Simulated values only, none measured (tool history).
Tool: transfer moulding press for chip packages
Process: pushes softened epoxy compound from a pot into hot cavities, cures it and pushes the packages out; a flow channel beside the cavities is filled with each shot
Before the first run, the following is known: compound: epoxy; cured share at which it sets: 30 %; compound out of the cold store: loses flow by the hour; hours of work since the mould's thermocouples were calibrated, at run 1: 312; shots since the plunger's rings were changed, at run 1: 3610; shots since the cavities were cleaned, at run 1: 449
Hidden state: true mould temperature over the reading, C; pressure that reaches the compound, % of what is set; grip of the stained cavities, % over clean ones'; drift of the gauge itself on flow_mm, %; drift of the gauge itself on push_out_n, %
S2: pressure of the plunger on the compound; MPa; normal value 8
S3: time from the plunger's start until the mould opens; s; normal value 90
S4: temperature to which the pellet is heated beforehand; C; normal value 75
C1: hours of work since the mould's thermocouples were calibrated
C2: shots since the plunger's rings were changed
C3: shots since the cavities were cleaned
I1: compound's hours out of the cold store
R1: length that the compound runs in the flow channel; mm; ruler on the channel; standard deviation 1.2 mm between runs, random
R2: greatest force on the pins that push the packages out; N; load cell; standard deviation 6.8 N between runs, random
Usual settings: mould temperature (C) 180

{"run": 1, "hour": 0.0, "mould temperature (C)": 180, "S2": 8, "S3": 90, "S4": 75, "C1": 312, "C2": 3610, "C3": 449, "I1": 9.6, "R1": 673, "R2": 459}
{"run": 2, "hour": 17.2, "mould temperature (C)": 180, "S2": 8, "S3": 90, "S4": 75, "C1": 324, "C2": 3848, "C3": 687, "I1": 40.7, "R1": 580, "R2": 470}
{"hour": 54.5, "done": "plunger's sealing rings changed"}
{"hour": 56.0, "done": "cavities cleaned with cleaning compound and waxed"}
{"run": 3, "hour": 58.8, "mould temperature (C)": 180, "S2": 8, "S3": 90, "S4": 75, "C1": 349, "C2": 39, "C3": 39, "I1": 45.3, "R1": 584, "R2": 275}
{"run": 4, "hour": 75.3, "mould temperature (C)": 180, "S2": 8, "S3": 90, "S4": 75, "C1": 361, "C2": 268, "C3": 268, "I1": 12.5, "R1": 680, "R2": 410}
{"run": 5, "hour": 105.2, "mould temperature (C)": 180, "S2": 8, "S3": 90, "S4": 75, "C1": 381, "C2": 683, "C3": 683, "I1": 18.2, "R1": 661, "R2": 485}
{"run": 6, "hour": 131.4, "mould temperature (C)": 180, "S2": 8, "S3": 90, "S4": 75, "C1": 399, "C2": 1045, "C3": 1045, "I1": 24.6, "R1": 638, "R2": 491}
{"hour": 142.7, "done": "cavities cleaned with cleaning compound and waxed"}
{"run": 7, "hour": 158.1, "mould temperature (C)": 180, "S2": 8, "S3": 90, "S4": 75, "C1": 416, "C2": 1395, "C3": 214, "I1": 21.6, "R1": 645, "R2": 368}
{"run": 8, "hour": 195.5, "mould temperature (C)": 180, "S2": 7.74, "S3": 90, "S4": 75, "C1": 442, "C2": 1914, "C3": 733, "I1": 13.4, "R1": 657, "R2": 510}
{"run": 9, "hour": 218.9, "mould temperature (C)": 180, "S2": 7.74, "S3": 90, "S4": 75, "C1": 458, "C2": 2237, "C3": 1056, "I1": 44, "R1": 570, "R2": 477}
{"hour": 222.9, "done": "mould's thermocouples calibrated"}
{"hour": 230.3, "done": "cavities cleaned with cleaning compound and waxed"}
{"run": 10, "hour": 248.2, "mould temperature (C)": 180, "S2": 7.74, "S3": 90, "S4": 75, "C1": 16, "C2": 2595, "C3": 248, "I1": 9.8, "R1": 668, "R2": 411}
{"run": 11, "hour": 277.5, "mould temperature (C)": 180, "S2": 7.74, "S3": 90, "S4": 75, "C1": 36, "C2": 3001, "C3": 654, "I1": 24.9, "R1": 620, "R2": 487}
{"hour": 298.1, "done": "mould's thermocouples calibrated, once more"}
{"run": 12, "hour": 304.6, "mould temperature (C)": 180, "S2": 7.74, "S3": 90, "S4": 75, "C1": 4, "C2": 3349, "C3": 1002, "I1": 22.8, "R1": 627, "R2": 507}
{"hour": 317.9, "done": "cavities cleaned with cleaning compound and waxed"}
{"run": 13, "hour": 325.5, "mould temperature (C)": 180, "S2": 8, "S3": 90, "S4": 75, "C1": 18, "C2": 3618, "C3": 105, "I1": 20, "R1": 643, "R2": 341}
{"run": 14, "hour": 356.5, "mould temperature (C)": 180, "S2": 8, "S3": 90, "S4": 75, "C1": 39, "C2": 4047, "C3": 534, "I1": 10.6, "R1": 670, "R2": 487}
{"hour": 379.8, "done": "plunger's sealing rings changed"}
{"run": 15, "hour": 395.7, "mould temperature (C)": 180, "S2": 6.09, "S3": 90, "S4": 75, "C1": 64, "C2": 220, "C3": 1043, "I1": 47, "R1": 504, "R2": 478}
{"hour": 407.4, "done": "cavities cleaned with cleaning compound and waxed"}
{"run": 16, "hour": 435.5, "mould temperature (C)": 180, "S2": 7.25, "S3": 90, "S4": 76, "C1": 90, "C2": 751, "C3": 390, "I1": 34.3, "R1": 582, "R2": 413}
{"run": 17, "hour": 453.9, "mould temperature (C)": 173, "S2": 8, "S3": 78, "S4": 75, "C1": 103, "C2": 1006, "C3": 645, "I1": 8.5, "R1": 716, "R2": 1137}
{"run": 18, "hour": 490.0, "mould temperature (C)": 184, "S2": 6.22, "S3": 90, "S4": 85, "C1": 127, "C2": 1507, "C3": 1146, "I1": 21.5, "R1": 559, "R2": 407}
{"hour": 495.0, "done": "cavities cleaned with cleaning compound and waxed"}
{"run": 19, "hour": 515.7, "mould temperature (C)": 184, "S2": 6.22, "S3": 90, "S4": 85, "C1": 144, "C2": 1842, "C3": 287, "I1": 37.7, "R1": 518, "R2": 311}
{"run": 20, "hour": 552.6, "mould temperature (C)": 184, "S2": 6.22, "S3": 90, "S4": 85, "C1": 169, "C2": 2354, "C3": 799, "I1": 24.6, "R1": 546, "R2": 386}
{"run": 21, "hour": 575.8, "mould temperature (C)": 184, "S2": 6.22, "S3": 90, "S4": 85, "C1": 185, "C2": 2676, "C3": 1121, "I1": 28.1, "R1": 538, "R2": 403}
{"hour": 580.8, "done": "cavities cleaned with cleaning compound and waxed"}
{"run": 22, "hour": 612.6, "mould temperature (C)": 180, "S2": 8, "S3": 78, "S4": 75, "C1": 209, "C2": 3164, "C3": 440, "I1": 40.6, "R1": 584, "R2": 594}
{"run": 23, "hour": 647.4, "mould temperature (C)": 180, "S2": 8, "S3": 78, "S4": 75, "C1": 233, "C2": 3647, "C3": 923, "I1": 44.5, "R1": 572, "R2": 649}
{"hour": 666.9, "done": "cavities cleaned with cleaning compound and waxed"}
{"run": 24, "hour": 678.5, "mould temperature (C)": 180, "S2": 6.82, "S3": 97, "S4": 75, "C1": 253, "C2": 4057, "C3": 161, "I1": 26.5, "R1": 573, "R2": 286}
{"hour": 702.8, "done": "plunger's sealing rings changed"}
{"run": 25, "hour": 703.3, "mould temperature (C)": 187, "S2": 7.07, "S3": 85, "S4": 78, "C1": 268, "C2": 8, "C3": 471, "I1": 46.7, "R1": 528, "R2": 335}
{"run": 26, "hour": 723.0, "mould temperature (C)": 173, "S2": 8, "S3": 90, "S4": 66, "C1": 281, "C2": 280, "C3": 743, "I1": 27.3, "R1": 656, "R2": 804}
{"hour": 753.9, "done": "cavities cleaned with cleaning compound and waxed"}
{"run": 27, "hour": 754.8, "mould temperature (C)": 180, "S2": 8, "S3": 76, "S4": 79, "C1": 302, "C2": 701, "C3": 14, "I1": 12.6, "R1": 676, "R2": 416}
{"run": 28, "hour": 779.9, "mould temperature (C)": 180, "S2": 8, "S3": 76, "S4": 79, "C1": 319, "C2": 1048, "C3": 361, "I1": 46.8, "R1": 575, "R2": 570}
{"run": 29, "hour": 807.1, "mould temperature (C)": 180, "S2": 8, "S3": 76, "S4": 79, "C1": 338, "C2": 1425, "C3": 738, "I1": 38.3, "R1": 594, "R2": 670}

3 ways to go on from here, each from the tool as it stands after run 29. What would each give?
{"run": "A", "hour": 829.1, "mould temperature (C)": 187, "S2": 6.34, "S3": 76, "S4": 76, "C1": 353, "C2": 1730, "C3": 1043, "I1": 12.1, "R1": "?", "R2": "?"}
{"run": "B", "hour": 829.1, "mould temperature (C)": 180, "S2": 6.41, "S3": 90, "S4": 75, "C1": 353, "C2": 1730, "C3": 1043, "I1": 27.8, "R1": "?", "R2": "?"}
{"run": "C", "hour": 829.1, "mould temperature (C)": 180, "S2": 8, "S3": 76, "S4": 69, "C1": 353, "C2": 1730, "C3": 1043, "I1": 31.1, "R1": "?", "R2": "?"}

run=A R1=581 R2=464
run=B R1=559 R2=504
run=C R1=614 R2=727
Without the tool's unlogged condition, the same runs would have read:
run=A R1=590 R2=245
run=B R1=568 R2=264
run=C R1=624 R2=384
